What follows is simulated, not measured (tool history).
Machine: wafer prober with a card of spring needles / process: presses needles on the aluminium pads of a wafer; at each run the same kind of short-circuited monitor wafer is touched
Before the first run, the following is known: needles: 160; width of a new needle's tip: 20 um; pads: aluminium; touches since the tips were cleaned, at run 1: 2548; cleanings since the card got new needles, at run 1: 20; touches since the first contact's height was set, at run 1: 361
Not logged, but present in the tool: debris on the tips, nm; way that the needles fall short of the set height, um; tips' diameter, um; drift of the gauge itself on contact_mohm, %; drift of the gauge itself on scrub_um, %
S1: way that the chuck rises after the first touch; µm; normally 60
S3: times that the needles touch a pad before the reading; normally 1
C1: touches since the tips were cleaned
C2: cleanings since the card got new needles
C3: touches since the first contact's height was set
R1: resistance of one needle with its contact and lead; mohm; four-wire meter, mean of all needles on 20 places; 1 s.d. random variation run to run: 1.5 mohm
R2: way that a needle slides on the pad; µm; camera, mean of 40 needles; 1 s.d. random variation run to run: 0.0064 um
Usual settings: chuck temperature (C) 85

{"run": 1, "day": 0.0, "S1": 60, "chuck temperature (C)": 85, "S3": 1, "C1": 2548, "C2": 20, "C3": 361, "R1": 198, "R2": 8.464}
{"day": 0.988, "done": "tips cleaned on abrasive film"}
{"run": 2, "day": 1.946, "S1": 60, "chuck temperature (C)": 85, "S3": 1, "C1": 8121, "C2": 21, "C3": 16795, "R1": 235, "R2": 8.449}
{"day": 2.208, "done": "tips cleaned on abrasive film"}
{"day": 3.425, "done": "tips cleaned on abrasive film"}
{"day": 4.571, "done": "tips cleaned on abrasive film"}
{"run": 3, "day": 5.538, "S1": 60, "chuck temperature (C)": 85, "S3": 1, "C1": 8198, "C2": 24, "C3": 47118, "R1": 231, "R2": 8.404}
{"day": 5.8, "done": "tips cleaned on abrasive film"}
{"day": 6.917, "done": "tips cleaned on abrasive film"}
{"day": 8.075, "done": "tips cleaned on abrasive film"}
{"day": 8.529, "done": "height of the first contact set anew"}
{"day": 9.192, "done": "tips cleaned on abrasive film"}
{"run": 4, "day": 9.371, "S1": 60, "chuck temperature (C)": 85, "S3": 1, "C1": 1512, "C2": 28, "C3": 7088, "R1": 176, "R2": 8.457}
{"day": 10.362, "done": "tips cleaned on abrasive film"}
{"day": 11.525, "done": "tips cleaned on abrasive film"}
{"day": 12.596, "done": "tips cleaned on abrasive film"}
{"run": 5, "day": 13.054, "S1": 60, "chuck temperature (C)": 85, "S3": 1, "C1": 3869, "C2": 31, "C3": 38175, "R1": 212, "R2": 8.421}
{"day": 13.733, "done": "tips cleaned on abrasive film"}
{"day": 14.796, "done": "tips cleaned on abrasive film"}
{"run": 6, "day": 14.904, "S1": 69, "chuck temperature (C)": 85, "S3": 1, "C1": 934, "C2": 33, "C3": 53785, "R1": 163, "R2": 9.652}
{"day": 16.042, "done": "tips cleaned on abrasive film"}
{"day": 17.079, "done": "height of the first contact set anew"}
{"day": 17.271, "done": "tips cleaned on abrasive film"}
{"run": 7, "day": 17.308, "S1": 60, "chuck temperature (C)": 85, "S3": 1, "C1": 325, "C2": 35, "C3": 1901, "R1": 150, "R2": 8.444}
{"day": 18.542, "done": "tips cleaned on abrasive film"}
{"run": 8, "day": 18.967, "S1": 60, "chuck temperature (C)": 85, "S3": 1, "C1": 3608, "C2": 36, "C3": 15911, "R1": 208, "R2": 8.423}
{"day": 19.633, "done": "tips cleaned on abrasive film"}
{"day": 20.85, "done": "tips cleaned on abrasive film"}
{"run": 9, "day": 21.854, "S1": 60, "chuck temperature (C)": 85, "S3": 1, "C1": 8501, "C2": 38, "C3": 40285, "R1": 239, "R2": 8.404}
{"day": 22.117, "done": "tips cleaned on abrasive film"}
{"day": 23.246, "done": "tips cleaned on abrasive film"}
{"day": 24.362, "done": "tips cleaned on abrasive film"}
{"run": 10, "day": 24.571, "S1": 60, "chuck temperature (C)": 85, "S3": 2, "C1": 1750, "C2": 41, "C3": 63163, "R1": 167, "R2": 8.364}
{"day": 25.55, "done": "tips cleaned on abrasive film"}
{"day": 25.562, "done": "height of the first contact set anew"}
{"day": 26.738, "done": "tips cleaned on abrasive film"}
{"day": 27.967, "done": "tips cleaned on abrasive film"}
{"run": 11, "day": 27.967, "S1": 60, "chuck temperature (C)": 85, "S3": 2, "C1": 0, "C2": 44, "C3": 20294, "R1": 145, "R2": 8.435}
{"day": 29.029, "done": "tips cleaned on abrasive film"}
{"day": 30.325, "done": "tips cleaned on abrasive film"}
{"day": 31.438, "done": "tips cleaned on abrasive film"}
{"run": 12, "day": 31.642, "S1": 60, "chuck temperature (C)": 30, "S3": 1, "C1": 1732, "C2": 47, "C3": 51283, "R1": 176, "R2": 8.399}
{"day": 32.629, "done": "tips cleaned on abrasive film"}
{"run": 13, "day": 33.596, "S1": 60, "chuck temperature (C)": 30, "S3": 1, "C1": 8158, "C2": 48, "C3": 67787, "R1": 238, "R2": 8.383}
{"day": 33.796, "done": "tips cleaned on abrasive film"}
{"day": 34.017, "done": "height of the first contact set anew"}
{"day": 34.975, "done": "tips cleaned on abrasive film"}
{"day": 36.121, "done": "tips cleaned on abrasive film"}
{"run": 14, "day": 36.579, "S1": 60, "chuck temperature (C)": 85, "S3": 1, "C1": 3895, "C2": 51, "C3": 21616, "R1": 214, "R2": 8.44}
{"day": 37.333, "done": "tips cleaned on abrasive film"}
{"run": 15, "day": 38.183, "S1": 60, "chuck temperature (C)": 39, "S3": 1, "C1": 7186, "C2": 52, "C3": 35166, "R1": 238, "R2": 8.422}
{"day": 38.604, "done": "tips cleaned on abrasive film"}
{"day": 39.842, "done": "tips cleaned on abrasive film"}
{"run": 16, "day": 40.496, "S1": 60, "chuck temperature (C)": 39, "S3": 1, "C1": 5545, "C2": 54, "C3": 54661, "R1": 233, "R2": 8.396}
{"day": 40.938, "done": "tips cleaned on abrasive film"}
{"day": 42.229, "done": "tips cleaned on abrasive film"}
{"day": 42.679, "done": "height of the first contact set anew"}
{"day": 43.458, "done": "tips cleaned on abrasive film"}
{"run": 17, "day": 44.2, "S1": 44, "chuck temperature (C)": 85, "S3": 2, "C1": 6291, "C2": 57, "C3": 12852, "R1": 245, "R2": 6.199}
{"day": 44.704, "done": "tips cleaned on abrasive film"}
{"day": 45.854, "done": "tips cleaned on abrasive film"}
{"day": 47.029, "done": "tips cleaned on abrasive film"}
{"run": 18, "day": 48.046, "S1": 52, "chuck temperature (C)": 51, "S3": 1, "C1": 8592, "C2": 60, "C3": 45292, "R1": 277, "R2": 7.299}
{"day": 48.283, "done": "tips cleaned on abrasive film"}
{"day": 49.504, "done": "tips cleaned on abrasive film"}
{"run": 19, "day": 49.704, "S1": 52, "chuck temperature (C)": 51, "S3": 1, "C1": 1723, "C2": 62, "C3": 59284, "R1": 202, "R2": 7.262}
{"day": 50.596, "done": "tips cleaned on abrasive film"}
{"day": 51.262, "done": "height of the first contact set anew"}
{"day": 51.688, "done": "tips cleaned on abrasive film"}
{"day": 52.825, "done": "tips cleaned on abrasive film"}
{"run": 20, "day": 52.825, "S1": 57, "chuck temperature (C)": 34, "S3": 2, "C1": 0, "C2": 65, "C3": 13162, "R1": 138, "R2": 8.008}
{"day": 53.938, "done": "tips cleaned on abrasive film"}
{"day": 55.212, "done": "tips cleaned on abrasive film"}
{"run": 21, "day": 55.896, "S1": 45, "chuck temperature (C)": 91, "S3": 2, "C1": 5773, "C2": 67, "C3": 39096, "R1": 242, "R2": 6.297}
{"day": 56.338, "done": "tips cleaned on abrasive film"}
{"day": 57.583, "done": "tips cleaned on abrasive film"}
{"run": 22, "day": 58.192, "S1": 48, "chuck temperature (C)": 27, "S3": 2, "C1": 5126, "C2": 69, "C3": 58447, "R1": 217, "R2": 6.684}
{"day": 58.712, "done": "tips cleaned on abrasive film"}
{"day": 59.746, "done": "height of the first contact set anew"}
{"day": 59.979, "done": "tips cleaned on abrasive film"}
{"day": 61.042, "done": "tips cleaned on abrasive film"}
{"run": 23, "day": 61.162, "S1": 55, "chuck temperature (C)": 61, "S3": 3, "C1": 1018, "C2": 72, "C3": 11941, "R1": 152, "R2": 7.754}
{"day": 62.154, "done": "tips cleaned on abrasive film"}
{"day": 63.367, "done": "tips cleaned on abrasive film"}
{"run": 24, "day": 63.592, "S1": 71, "chuck temperature (C)": 61, "S3": 1, "C1": 1895, "C2": 74, "C3": 32437, "R1": 170, "R2": 9.952}
{"day": 64.629, "done": "tips cleaned on abrasive film"}
{"day": 65.688, "done": "tips cleaned on abrasive film"}
{"run": 25, "day": 65.688, "S1": 65, "chuck temperature (C)": 52, "S3": 2, "C1": 0, "C2": 76, "C3": 50096, "R1": 138, "R2": 9.099}
{"day": 66.821, "done": "tips cleaned on abrasive film"}
{"day": 67.933, "done": "tips cleaned on abrasive film"}
{"day": 68.204, "done": "height of the first contact set anew"}
{"day": 69.117, "done": "tips cleaned on abrasive film"}
{"run": 26, "day": 69.346, "S1": 73, "chuck temperature (C)": 36, "S3": 2, "C1": 1968, "C2": 79, "C3": 9640, "R1": 155, "R2": 10.288}
{"day": 70.383, "done": "tips cleaned on abrasive film"}
{"day": 71.592, "done": "tips cleaned on abrasive film"}
{"day": 72.721, "done": "tips cleaned on abrasive film"}
{"run": 27, "day": 73.121, "S1": 73, "chuck temperature (C)": 36, "S3": 2, "C1": 3412, "C2": 82, "C3": 41495, "R1": 159, "R2": 10.243}
{"day": 73.833, "done": "tips cleaned on abrasive film"}
{"day": 75.025, "done": "tips cleaned on abrasive film"}
{"day": 76.238, "done": "tips cleaned on abrasive film"}
{"run": 28, "day": 76.396, "S1": 51, "chuck temperature (C)": 36, "S3": 1, "C1": 1342, "C2": 85, "C3": 69103, "R1": 188, "R2": 7.119}

Below are 3 alternative next runs, each starting from the tool's condition after run 28. Predict each:
{"day": 76.667, "done": "height of the first contact set anew"}
{"day": 77.354, "done": "tips cleaned on abrasive film"}
{"day": 78.567, "done": "tips cleaned on abrasive film"}
{"run": "A", "day": 79.096, "S1": 60, "chuck temperature (C)": 85, "S3": 2, "C1": 4485, "C2": 87, "C3": 20502, "R1": "?", "R2": "?"}
{"day": 76.667, "done": "height of the first contact set anew"}
{"day": 77.354, "done": "tips cleaned on abrasive film"}
{"day": 78.567, "done": "tips cleaned on abrasive film"}
{"run": "B", "day": 79.096, "S1": 61, "chuck temperature (C)": 32, "S3": 1, "C1": 4485, "C2": 87, "C3": 20502, "R1": "?", "R2": "?"}
{"day": 76.667, "done": "height of the first contact set anew"}
{"day": 77.354, "done": "tips cleaned on abrasive film"}
{"day": 78.567, "done": "tips cleaned on abrasive film"}
{"run": "C", "day": 79.096, "S1": 53, "chuck temperature (C)": 36, "S3": 2, "C1": 4485, "C2": 87, "C3": 20502, "R1": "?", "R2": "?"}

run=A R1=199 R2=8.446
run=B R1=228 R2=8.584
run=C R1=211 R2=7.455
Had the tool no hidden state, the same runs would have come out as:
run=A R1=139 R2=8.472
run=B R1=127 R2=8.609
run=C R1=132 R2=7.480

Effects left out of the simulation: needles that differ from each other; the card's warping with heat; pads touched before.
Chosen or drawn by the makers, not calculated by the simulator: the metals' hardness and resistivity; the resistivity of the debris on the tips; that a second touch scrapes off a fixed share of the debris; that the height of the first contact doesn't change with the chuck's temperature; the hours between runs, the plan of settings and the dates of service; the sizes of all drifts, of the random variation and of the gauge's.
